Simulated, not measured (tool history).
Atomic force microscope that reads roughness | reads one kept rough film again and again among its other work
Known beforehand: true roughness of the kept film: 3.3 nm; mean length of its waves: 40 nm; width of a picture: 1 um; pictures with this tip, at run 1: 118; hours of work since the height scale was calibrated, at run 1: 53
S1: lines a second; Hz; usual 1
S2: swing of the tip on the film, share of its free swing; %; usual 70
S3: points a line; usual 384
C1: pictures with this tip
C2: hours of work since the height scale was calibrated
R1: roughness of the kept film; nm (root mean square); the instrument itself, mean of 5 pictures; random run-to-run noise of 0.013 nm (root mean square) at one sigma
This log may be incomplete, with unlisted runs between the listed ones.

Run 1, hour 0: usual settings; C1 118; C2 53. Result: R1 2.818 nm (root mean square).
Run 2, hour 17.1: usual settings but S3 305; C1 136; C2 61. Result: R1 2.778 nm (root mean square).
Run 3, hour 49.1: usual settings but S3 570; C1 169; C2 76. Result: R1 2.74 nm (root mean square).
Run 4, hour 81.9: usual settings but S2 82 %; C1 202; C2 91. Result: R1 2.538 nm (root mean square).
Run 5, hour 100.5: usual settings but S2 82 %, S3 626; C1 222; C2 100. Result: R1 2.519 nm (root mean square).
At hour 122.6: new tip fitted.
Run 6, hour 123.2: usual settings but S2 82 %, S3 626; C1 0; C2 110. Result: R1 2.81 nm (root mean square).
Run 7, hour 156.5: usual settings but S2 82 %, S3 626; C1 34; C2 126. Result: R1 2.771 nm (root mean square).
Run 8, hour 187: usual settings but S3 682; C1 66; C2 140. Result: R1 2.878 nm (root mean square).
Run 9, hour 202.9: usual settings but S1 1.73 Hz; C1 82; C2 147. Result: R1 2.725 nm (root mean square).
Run 10, hour 236: usual settings but S1 1.73 Hz; C1 116; C2 163. Result: R1 2.67 nm (root mean square).
Run 11, hour 256.1: usual settings but S1 1.73 Hz; C1 137; C2 172. Result: R1 2.628 nm (root mean square).
Run 12, hour 285.4: usual settings; C1 167; C2 185. Result: R1 2.717 nm (root mean square).
Run 13, hour 302.5: usual settings; C1 184; C2 193. Result: R1 2.696 nm (root mean square).
Run 14, hour 334.2: usual settings; C1 217; C2 208. Result: R1 2.645 nm (root mean square).
At hour 364.2: new tip fitted.
Run 15, hour 370.5: usual settings but S2 67 %; C1 6; C2 225. Result: R1 2.993 nm (root mean square).
Run 16, hour 400.6: usual settings but S2 67 %, S3 591; C1 37; C2 239. Result: R1 2.973 nm (root mean square).
Run 17, hour 434.9: usual settings but S2 67 %, S3 591; C1 72; C2 255. Result: R1 2.896 nm (root mean square).
Run 18, hour 450.7: usual settings but S3 518; C1 89; C2 262. Result: R1 2.841 nm (root mean square).
Run 19, hour 483.8: usual settings but S3 518; C1 123; C2 277. Result: R1 2.764 nm (root mean square).
Run 20, hour 510.2: usual settings; C1 150; C2 289. Result: R1 2.744 nm (root mean square).
Run 21, hour 530.3: usual settings but S2 60 %; C1 170; C2 299. Result: R1 2.787 nm (root mean square).
Run 22, hour 563.8: usual settings but S2 60 %; C1 205; C2 314. Result: R1 2.748 nm (root mean square).
Run 23, hour 579.4: usual settings; C1 221; C2 321. Result: R1 2.652 nm (root mean square).
At hour 603.8: new tip fitted.
Run 24, hour 604.3: usual settings; C1 1; C2 333. Result: R1 2.98 nm (root mean square).
Run 25, hour 630.6: usual settings but S1 2.58 Hz; C1 28; C2 345. Result: R1 2.676 nm (root mean square).
Run 26, hour 662.3: usual settings but S1 0.7 Hz; C1 60; C2 360. Result: R1 2.926 nm (root mean square).
Run 27, hour 690.6: usual settings; C1 89; C2 373. Result: R1 2.837 nm (root mean square).
Run 28, hour 721.4: usual settings but S2 66 %; C1 121; C2 387. Result: R1 2.845 nm (root mean square).
Run 29, hour 753.6: usual settings but S1 3.83 Hz, S2 88 %, S3 291; C1 154; C2 402. Result: R1 1.812 nm (root mean square).
Run 30, hour 785.1: usual settings but S1 1.51 Hz; C1 186; C2 417. Result: R1 2.614 nm (root mean square).
Run 31, hour 821: usual settings but S1 1.51 Hz, S3 339; C1 223; C2 433. Result: R1 2.585 nm (root mean square).
At hour 843.2: new tip fitted.
Run 32, hour 858.7: usual settings but S1 2.62 Hz, S2 55 %, S3 567; C1 16; C2 450. Result: R1 2.957 nm (root mean square).
Run 33, hour 875.1: usual settings but S1 0.83 Hz, S2 55 %, S3 567; C1 33; C2 458. Result: R1 3.07 nm (root mean square).
Run 34, hour 904.1: usual settings but S1 0.83 Hz, S2 55 %, S3 567; C1 63; C2 471. Result: R1 3.02 nm (root mean square).
Run 35, hour 929.7: usual settings but S2 65 %; C1 89; C2 483. Result: R1 2.889 nm (root mean square).
Run 36, hour 949.9: usual settings but S1 0.95 Hz, S2 77 %, S3 625; C1 110; C2 493. Result: R1 2.747 nm (root mean square).
Run 37, hour 974.4: usual settings but S2 58 %, S3 532; C1 135; C2 504. Result: R1 2.881 nm (root mean square).
Run 38, hour 996.1: usual settings but S2 87 %, S3 387; C1 157; C2 514. Result: R1 2.521 nm (root mean square).
Run 39, hour 1030: usual settings but S1 1.51 Hz; C1 192; C2 530. Result: R1 2.616 nm (root mean square).
Run 40, hour 1061.5: usual settings but S1 3.31 Hz, S3 969; C1 224; C2 544. Result: R1 2.346 nm (root mean square).

Predict the results of run 41:
Run 41, hour 1080.4: usual settings but S1 0.82 Hz, S2 59 %, S3 305; C1 243; C2 553. Result: R1 ?.

R1: 2.718 nm (root mean square)
Had the tool carried no hidden state, the very same run would have given R1 3.069 nm (root mean square).

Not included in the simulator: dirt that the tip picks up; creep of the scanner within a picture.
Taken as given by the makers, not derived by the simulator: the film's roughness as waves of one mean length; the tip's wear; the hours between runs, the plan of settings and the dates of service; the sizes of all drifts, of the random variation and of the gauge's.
